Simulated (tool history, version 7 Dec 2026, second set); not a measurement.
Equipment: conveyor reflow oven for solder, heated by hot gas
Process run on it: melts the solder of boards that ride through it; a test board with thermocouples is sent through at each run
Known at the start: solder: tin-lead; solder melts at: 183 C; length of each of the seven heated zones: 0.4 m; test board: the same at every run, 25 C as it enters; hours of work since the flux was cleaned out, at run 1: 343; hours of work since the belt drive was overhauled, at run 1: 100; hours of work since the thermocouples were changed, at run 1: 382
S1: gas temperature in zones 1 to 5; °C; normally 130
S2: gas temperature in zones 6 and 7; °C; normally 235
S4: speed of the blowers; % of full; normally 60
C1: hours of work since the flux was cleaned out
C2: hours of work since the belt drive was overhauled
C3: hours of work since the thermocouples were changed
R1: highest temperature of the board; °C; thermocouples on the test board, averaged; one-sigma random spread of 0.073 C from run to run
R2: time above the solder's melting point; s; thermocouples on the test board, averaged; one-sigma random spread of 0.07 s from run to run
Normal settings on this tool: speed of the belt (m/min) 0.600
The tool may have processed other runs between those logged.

{"run": 1, "hour": 0.0, "S1": 130, "S2": 235, "speed of the belt (m/min)": 0.6, "S4": 60, "C1": 343, "C2": 100, "C3": 382, "R1": 216.32, "R2": 55.95}
{"hour": 9.7, "done": "flux residue cleaned out of gas plates and filters"}
{"run": 2, "hour": 14.0, "S1": 130, "S2": 235, "speed of the belt (m/min)": 0.6, "S4": 60, "C1": 3, "C2": 106, "C3": 388, "R1": 218.13, "R2": 57.74}
{"run": 3, "hour": 21.7, "S1": 130, "S2": 235, "speed of the belt (m/min)": 0.6, "S4": 69, "C1": 8, "C2": 111, "C3": 393, "R1": 220.54, "R2": 60.19}
{"run": 4, "hour": 29.4, "S1": 130, "S2": 235, "speed of the belt (m/min)": 0.6, "S4": 67, "C1": 13, "C2": 116, "C3": 398, "R1": 219.97, "R2": 59.62}
{"run": 5, "hour": 34.6, "S1": 130, "S2": 235, "speed of the belt (m/min)": 0.6, "S4": 67, "C1": 16, "C2": 119, "C3": 401, "R1": 220.02, "R2": 59.7}
{"run": 6, "hour": 39.4, "S1": 130, "S2": 235, "speed of the belt (m/min)": 0.6, "S4": 67, "C1": 19, "C2": 122, "C3": 404, "R1": 219.99, "R2": 59.58}
{"run": 7, "hour": 43.7, "S1": 130, "S2": 235, "speed of the belt (m/min)": 0.6, "S4": 67, "C1": 22, "C2": 125, "C3": 407, "R1": 219.84, "R2": 59.49}
{"run": 8, "hour": 49.8, "S1": 130, "S2": 235, "speed of the belt (m/min)": 0.6, "S4": 53, "C1": 26, "C2": 129, "C3": 411, "R1": 215.71, "R2": 55.3}
{"run": 9, "hour": 56.1, "S1": 144, "S2": 235, "speed of the belt (m/min)": 0.6, "S4": 68, "C1": 30, "C2": 133, "C3": 415, "R1": 222.27, "R2": 66.18}
{"run": 10, "hour": 60.7, "S1": 144, "S2": 235, "speed of the belt (m/min)": 0.6, "S4": 68, "C1": 32, "C2": 135, "C3": 418, "R1": 222.29, "R2": 66.36}
{"run": 11, "hour": 65.7, "S1": 144, "S2": 235, "speed of the belt (m/min)": 0.6, "S4": 68, "C1": 36, "C2": 139, "C3": 421, "R1": 222.39, "R2": 66.39}
{"run": 12, "hour": 71.2, "S1": 117, "S2": 235, "speed of the belt (m/min)": 0.673, "S4": 70, "C1": 39, "C2": 142, "C3": 424, "R1": 214.27, "R2": 45.05}
{"run": 13, "hour": 75.8, "S1": 117, "S2": 235, "speed of the belt (m/min)": 0.673, "S4": 70, "C1": 42, "C2": 145, "C3": 427, "R1": 214.31, "R2": 44.85}
{"run": 14, "hour": 81.8, "S1": 140, "S2": 246, "speed of the belt (m/min)": 0.673, "S4": 70, "C1": 46, "C2": 149, "C3": 431, "R1": 227.99, "R2": 60.59}
{"run": 15, "hour": 88.9, "S1": 140, "S2": 246, "speed of the belt (m/min)": 0.709, "S4": 62, "C1": 50, "C2": 153, "C3": 436, "R1": 223.61, "R2": 54.64}
{"run": 16, "hour": 94.2, "S1": 140, "S2": 246, "speed of the belt (m/min)": 0.709, "S4": 62, "C1": 54, "C2": 157, "C3": 439, "R1": 223.55, "R2": 54.85}

Describe how what the log doesn't record of the tool's condition differs between the last listed run preceding each entry between runs and the first listed run following it.
Runs 1 to 2: flux residue cleaned out of gas plates and filters (hour 9.7)
  heat that the gas passes to the board, % of a clean oven's: 93 -> 99.9; belt's true speed, % of the reading: 99.89 -> 99.88; true gas temperature in zones 6 and 7 over the reading, C: 1.02 -> 1.03
  what was measured, less what the result would be without the hidden state, R1: -0.85 -> +0.91 °C; R2: -1.02 -> +0.79 s
